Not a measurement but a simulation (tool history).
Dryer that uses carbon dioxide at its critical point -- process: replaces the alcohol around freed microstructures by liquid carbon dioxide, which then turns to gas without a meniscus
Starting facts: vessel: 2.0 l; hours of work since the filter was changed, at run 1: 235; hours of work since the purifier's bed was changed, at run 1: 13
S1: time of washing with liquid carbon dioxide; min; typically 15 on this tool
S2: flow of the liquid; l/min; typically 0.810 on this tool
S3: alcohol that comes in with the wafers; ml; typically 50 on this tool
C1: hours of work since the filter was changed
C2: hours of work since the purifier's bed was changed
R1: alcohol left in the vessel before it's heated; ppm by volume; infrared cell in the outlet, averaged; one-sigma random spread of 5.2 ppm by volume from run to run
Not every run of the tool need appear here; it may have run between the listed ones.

run,hour,S1,S2,S3,C1,C2,R1
1,0.0,15,0.810,50,235,13,169
2,37.4,15,0.810,50,247,25,171
3,56.4,15,0.810,50,253,31,178
4,85.3,15,0.810,50,262,40,179
5,108.1,15,0.810,50,270,48,180
6,128.5,15,0.810,34,276,54,121
7,170.6,15,0.810,34,290,68,132
8,207.8,15,0.810,34,302,80,142
9,253.8,15,0.810,50,317,95,201
10,294.5,9,0.489,50,330,108,4146
11,324.7,19,0.810,50,340,118,79
12,364.9,9,0.810,63,353,131,1717
13,393.7,9,0.810,63,362,140,1762
14,439.6,9,0.810,63,377,155,1739
15,471.1,9,0.671,42,388,166,1980
# hour 499.0: inlet filter changed
16,515.2,9,0.671,44,5,180,1438
17,539.6,15,0.810,81,13,187,214

Alternative continuations, all from the tool just after run 17; predict every row:
A,584.4,11,0.810,64,28,202,?
B,584.4,22,1.296,26,28,202,?
C,584.4,18,1.057,29,28,202,?
D,584.4,10,0.810,78,28,202,?

run,R1
A,600
B,42
C,44
D,1060
With the hidden condition removed and each run's random variation left untouched, the same runs would have given:
run,R1
A,533
B,2
C,4
D,973
